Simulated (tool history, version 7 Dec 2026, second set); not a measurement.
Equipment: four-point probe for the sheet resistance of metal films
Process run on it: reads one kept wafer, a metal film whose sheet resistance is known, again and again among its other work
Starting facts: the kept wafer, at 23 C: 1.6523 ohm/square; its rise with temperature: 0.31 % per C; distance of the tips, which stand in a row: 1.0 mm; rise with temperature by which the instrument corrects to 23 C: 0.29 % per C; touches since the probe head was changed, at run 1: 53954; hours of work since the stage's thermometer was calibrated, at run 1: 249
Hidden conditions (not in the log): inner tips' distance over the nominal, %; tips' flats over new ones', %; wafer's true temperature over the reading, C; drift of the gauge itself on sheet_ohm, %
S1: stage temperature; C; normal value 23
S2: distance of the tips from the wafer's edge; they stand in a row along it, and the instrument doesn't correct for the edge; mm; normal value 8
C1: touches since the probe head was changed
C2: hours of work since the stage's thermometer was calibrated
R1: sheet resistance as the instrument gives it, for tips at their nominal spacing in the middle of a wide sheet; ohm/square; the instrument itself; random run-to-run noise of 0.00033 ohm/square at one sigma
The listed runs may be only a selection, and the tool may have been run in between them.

| run | hour | S1 | S2 | C1 | C2 | R1 |
|---|---|---|---|---|---|---|
| 1 | 0.0 | 23 | 8 | 53954 | 249 | 1.656864 |
| 2 | 39.2 | 23 | 8 | 55055 | 267 | 1.656472 |
| 3 | 85.7 | 32 | 8 | 56363 | 289 | 1.659166 |
| 4 | 132.9 | 32 | 8 | 57687 | 311 | 1.658835 |
| 5 | 172.1 | 32 | 8 | 58791 | 329 | 1.659025 |
| 6 | 197.6 | 32 | 8 | 59508 | 341 | 1.659156 |
| 7 | 251.2 | 32 | 8 | 61014 | 365 | 1.658679 |
| 8 | 305.5 | 23 | 8 | 62538 | 391 | 1.655579 |
| 9 | 338.7 | 23 | 8 | 63472 | 406 | 1.655549 |
| 10 | 377.5 | 23 | 8 | 64563 | 424 | 1.655781 |
| 11 | 408.7 | 23 | 8 | 65438 | 438 | 1.655926 |
| 12 | 450.9 | 23 | 8 | 66625 | 458 | 1.654927 |
| 13 | 506.6 | 34 | 8 | 68189 | 484 | 1.658794 |
| 14 | 554.5 | 34 | 8 | 69536 | 506 | 1.658836 |
| 15 | 595.8 | 34 | 8 | 70696 | 525 | 1.658960 |
| 16 | 632.4 | 25 | 8 | 71726 | 542 | 1.655252 |
| 17 | 658.9 | 25 | 8 | 72470 | 555 | 1.655270 |
| 18 | 712.8 | 26 | 8 | 73985 | 580 | 1.655392 |
| 19 | 759.9 | 26 | 8 | 75307 | 601 | 1.655246 |
|  | 762.9 | stage's thermometer calibrated |
| 20 | 795.5 | 26 | 8 | 76296 | 15 | 1.655418 |
| 21 | 856.6 | 23 | 8 | 78011 | 43 | 1.654310 |
| 22 | 895.3 | 23 | 8 | 79100 | 61 | 1.654402 |
| 23 | 923.9 | 22 | 28 | 79902 | 75 | 1.641034 |
| 24 | 980.9 | 22 | 28 | 81504 | 101 | 1.640690 |
|  | 1025.0 | stage's thermometer calibrated, once more |
| 25 | 1038.1 | 34 | 56 | 83099 | 6 | 1.645788 |
| 26 | 1099.1 | 20 | 11 | 84812 | 34 | 1.647863 |
| 27 | 1147.1 | 19 | 7 | 86160 | 57 | 1.658154 |
| 28 | 1178.7 | 19 | 7 | 87049 | 71 | 1.658813 |
| 29 | 1239.6 | 29 | 17 | 88761 | 99 | 1.646460 |
| 30 | 1289.3 | 23 | 12 | 90158 | 123 | 1.647440 |
| 31 | 1325.8 | 34 | 4 | 91182 | 139 | 1.698593 |
| 32 | 1370.5 | 29 | 39 | 92439 | 160 | 1.644014 |
| 33 | 1406.4 | 26 | 70 | 93447 | 177 | 1.641415 |
| 34 | 1439.9 | 25 | 31 | 94390 | 192 | 1.641680 |
| 35 | 1493.4 | 25 | 21 | 95893 | 217 | 1.643643 |
| 36 | 1550.0 | 25 | 21 | 97483 | 243 | 1.643078 |
| 37 | 1605.8 | 22 | 14 | 99050 | 269 | 1.644546 |
| 38 | 1632.3 | 22 | 14 | 99796 | 282 | 1.644564 |
| 39 | 1677.8 | 30 | 17 | 101075 | 303 | 1.645996 |
| 40 | 1705.7 | 30 | 17 | 101858 | 316 | 1.645652 |
| 41 | 1755.9 | 30 | 17 | 103269 | 339 | 1.645015 |
| 42 | 1798.8 | 25 | 9 | 104475 | 359 | 1.650824 |
| 43 | 1833.9 | 34 | 55 | 105462 | 375 | 1.643535 |
| 44 | 1878.9 | 24 | 46 | 106727 | 396 | 1.641126 |

Table of differences, measured result less the result of that run with no hidden state. Run-to-run variation is the same in both. Gauge scatter possibly is not:
| run | R1 |
|---|---|
| 1 | -0.009590 |
| 2 | -0.009688 |
| 3 | -0.009802 |
| 4 | -0.009915 |
| 5 | -0.010019 |
| 6 | -0.010076 |
| 7 | -0.010206 |
| 8 | -0.010333 |
| 9 | -0.010409 |
| 10 | -0.010504 |
| 11 | -0.010584 |
| 12 | -0.010685 |
| 13 | -0.010811 |
| 14 | -0.010927 |
| 15 | -0.011031 |
| 16 | -0.011125 |
| 17 | -0.011190 |
| 18 | -0.011321 |
| 19 | -0.011432 |
| 20 | -0.011910 |
| 21 | -0.012062 |
| 22 | -0.012159 |
| 23 | -0.012138 |
| 24 | -0.012278 |
| 25 | -0.010480 |
| 26 | -0.010635 |
| 27 | -0.010813 |
| 28 | -0.010891 |
| 29 | -0.010961 |
| 30 | -0.011092 |
| 31 | -0.011493 |
| 32 | -0.011268 |
| 33 | -0.011336 |
| 34 | -0.011419 |
| 35 | -0.011564 |
| 36 | -0.011703 |
| 37 | -0.011858 |
| 38 | -0.011918 |
| 39 | -0.012024 |
| 40 | -0.012094 |
| 41 | -0.012211 |
| 42 | -0.012359 |
| 43 | -0.012375 |
| 44 | -0.012493 |
